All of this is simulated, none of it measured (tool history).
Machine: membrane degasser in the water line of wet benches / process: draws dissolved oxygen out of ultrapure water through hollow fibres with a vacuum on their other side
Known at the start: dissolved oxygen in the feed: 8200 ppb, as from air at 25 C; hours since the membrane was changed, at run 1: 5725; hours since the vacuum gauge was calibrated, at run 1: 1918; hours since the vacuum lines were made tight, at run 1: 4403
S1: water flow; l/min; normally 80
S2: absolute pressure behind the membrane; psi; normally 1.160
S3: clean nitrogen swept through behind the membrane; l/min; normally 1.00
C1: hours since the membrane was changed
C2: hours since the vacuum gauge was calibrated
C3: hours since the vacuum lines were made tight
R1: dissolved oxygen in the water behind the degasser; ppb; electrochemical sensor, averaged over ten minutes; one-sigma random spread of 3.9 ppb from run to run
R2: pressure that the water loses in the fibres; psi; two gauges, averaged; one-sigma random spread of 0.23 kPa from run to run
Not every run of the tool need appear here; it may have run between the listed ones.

| run | hour | S1 | S2 | S3 | C1 | C2 | C3 | R1 | R2 |
|---|---|---|---|---|---|---|---|---|---|
| 1 | 0.0 | 80 | 1.160 | 1.00 | 5725 | 1918 | 4403 | 643.4 | 9.078 |
| 2 | 202.4 | 80 | 1.160 | 1.00 | 5927 | 2121 | 4606 | 651.6 | 9.052 |
| 3 | 288.6 | 80 | 1.160 | 1.00 | 6014 | 2207 | 4692 | 644.0 | 9.117 |
| 4 | 380.6 | 80 | 1.160 | 1.00 | 6106 | 2299 | 4784 | 646.3 | 9.082 |
| 5 | 485.9 | 80 | 1.160 | 1.00 | 6211 | 2404 | 4889 | 649.8 | 9.085 |
| 6 | 687.7 | 80 | 1.160 | 1.00 | 6413 | 2606 | 5091 | 646.6 | 9.148 |
| 7 | 884.7 | 80 | 1.160 | 0.64 | 6610 | 2803 | 5288 | 836.4 | 9.166 |
| 8 | 982.6 | 80 | 1.160 | 0.64 | 6708 | 2901 | 5386 | 840.8 | 9.184 |
| 9 | 1095.6 | 57 | 1.160 | 1.00 | 6821 | 3014 | 5499 | 509.2 | 6.537 |
|  | 1113.9 | vacuum gauge calibrated |
| 10 | 1238.4 | 57 | 1.160 | 1.00 | 6963 | 124 | 5641 | 523.4 | 6.527 |
| 11 | 1378.7 | 57 | 1.160 | 1.00 | 7103 | 265 | 5782 | 521.7 | 6.573 |
| 12 | 1547.5 | 57 | 1.160 | 2.73 | 7272 | 434 | 5950 | 241.9 | 6.583 |
|  | 1617.9 | vacuum gauge calibrated, once more |
| 13 | 1652.5 | 57 | 1.160 | 1.00 | 7377 | 35 | 6055 | 499.0 | 6.570 |
| 14 | 1824.6 | 80 | 1.160 | 1.00 | 7549 | 207 | 6227 | 625.1 | 9.214 |
| 15 | 2007.6 | 80 | 1.160 | 1.00 | 7732 | 390 | 6410 | 631.8 | 9.265 |
| 16 | 2169.0 | 80 | 2.712 | 1.00 | 7893 | 551 | 6571 | 1772.6 | 9.223 |
| 17 | 2276.8 | 80 | 1.639 | 0.64 | 8001 | 659 | 6679 | 1307.2 | 9.243 |
| 18 | 2468.7 | 80 | 1.639 | 0.64 | 8193 | 851 | 6871 | 1298.5 | 9.353 |
| 19 | 2636.8 | 80 | 0.719 | 1.00 | 8361 | 1019 | 7039 | 265.2 | 9.314 |
| 20 | 2792.7 | 56 | 1.160 | 1.87 | 8517 | 1175 | 7195 | 305.6 | 6.476 |
| 21 | 2965.6 | 80 | 0.838 | 1.26 | 8690 | 1348 | 7368 | 315.1 | 9.330 |
|  | 3064.0 | seals of the vacuum lines changed |
| 22 | 3172.7 | 80 | 0.838 | 1.26 | 8895 | 1553 | 109 | 321.3 | 9.329 |
| 23 | 3360.7 | 80 | 0.838 | 1.26 | 9083 | 1741 | 297 | 320.5 | 9.414 |
| 24 | 3449.3 | 119 | 0.833 | 1.38 | 9171 | 1829 | 385 | 408.5 | 13.882 |
| 25 | 3554.6 | 60 | 0.833 | 1.38 | 9277 | 1935 | 491 | 234.5 | 7.066 |
| 26 | 3756.5 | 107 | 0.724 | 0.58 | 9479 | 2137 | 692 | 440.9 | 12.514 |
| 27 | 3930.7 | 116 | 2.332 | 1.58 | 9653 | 2311 | 867 | 1458.3 | 13.557 |

Pick out some run-to-run changes in R1. Of each, how much would a tool without hidden state show as well, from the settings, what came in and chance, and how much is left for the hidden state and any gauge scatter not in both results compared?
What the log doesn't record here: membrane still open, %; true pressure behind the membrane over the reading, kPa; air that leaks in behind the membrane, l/min; drift of the gauge itself on oxygen_ppb, %; drift of the gauge itself on loss_of_pressure_kpa, %.
Run 12 -> 13: S3 2.73 -> 1.00, vacuum gauge calibrated, once more. R1 +257.1 ppb: hidden state -14.7, all else +271.8.
Run 15 -> 16: S2 1.160 -> 2.712. R1 +1140.8 ppb: hidden state -2.3, all else +1143.1.
Run 18 -> 19: S2 1.639 -> 0.719, S3 0.64 -> 1.00. R1 -1033.3 ppb: hidden state +5.4, all else -1038.7.
Run 25 -> 26: S1 60 -> 107, S2 0.833 -> 0.724, S3 1.38 -> 0.58. R1 +206.4 ppb: hidden state +20.9, all else +185.5.

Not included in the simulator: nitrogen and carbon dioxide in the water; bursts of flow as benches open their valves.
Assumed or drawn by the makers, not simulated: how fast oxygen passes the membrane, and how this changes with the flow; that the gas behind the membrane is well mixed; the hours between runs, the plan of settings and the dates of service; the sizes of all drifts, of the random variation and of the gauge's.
